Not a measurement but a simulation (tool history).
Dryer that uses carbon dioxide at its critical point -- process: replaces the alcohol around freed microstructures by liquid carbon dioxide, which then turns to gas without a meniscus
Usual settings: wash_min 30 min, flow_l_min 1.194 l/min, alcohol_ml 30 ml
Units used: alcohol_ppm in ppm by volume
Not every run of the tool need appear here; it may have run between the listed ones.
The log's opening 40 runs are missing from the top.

Run 41, hour 933.7: usual settings but wash_min 25 min, flow_l_min 1.600 l/min, alcohol_ml 73 ml. Result: alcohol_ppm 112 ppm by volume.
Run 42, hour 954.7: usual settings but wash_min 25 min, flow_l_min 1.270 l/min, alcohol_ml 28 ml. Result: alcohol_ppm 124 ppm by volume.
Run 43, hour 970.4: usual settings but wash_min 25 min, flow_l_min 1.270 l/min, alcohol_ml 28 ml. Result: alcohol_ppm 127 ppm by volume.
Run 44, hour 988.4: usual settings but wash_min 36 min, flow_l_min 1.800 l/min. Result: alcohol_ppm 95 ppm by volume.
Run 45, hour 1017.6: usual settings but wash_min 42 min, flow_l_min 1.570 l/min, alcohol_ml 87 ml. Result: alcohol_ppm 96 ppm by volume.
Run 46, hour 1050.0: usual settings but wash_min 42 min, flow_l_min 1.570 l/min, alcohol_ml 86 ml. Result: alcohol_ppm 116 ppm by volume.
Run 47, hour 1067.9: usual settings but wash_min 34 min, flow_l_min 0.970 l/min, alcohol_ml 21 ml. Result: alcohol_ppm 123 ppm by volume.
Run 48, hour 1100.5: usual settings but wash_min 37 min, flow_l_min 1.390 l/min, alcohol_ml 119 ml. Result: alcohol_ppm 113 ppm by volume.

3 options for the next run, each taken on its own from the tool as it stands now. Forecast them:
Run A, hour 1123.9: usual settings but wash_min 37 min, flow_l_min 1.390 l/min, alcohol_ml 26 ml. Result: alcohol_ppm ?.
Run B, hour 1123.9: usual settings but flow_l_min 1.540 l/min. Result: alcohol_ppm ?.
Run C, hour 1123.9: usual settings but wash_min 37 min, flow_l_min 1.390 l/min, alcohol_ml 24 ml. Result: alcohol_ppm ?.

run  alcohol_ppm
  A          109
  B          108
  C          115
Take away the tool's hidden state, keep each run's random variation, and the runs would have read:
run  alcohol_ppm
  A            5
  B            4
  C            8
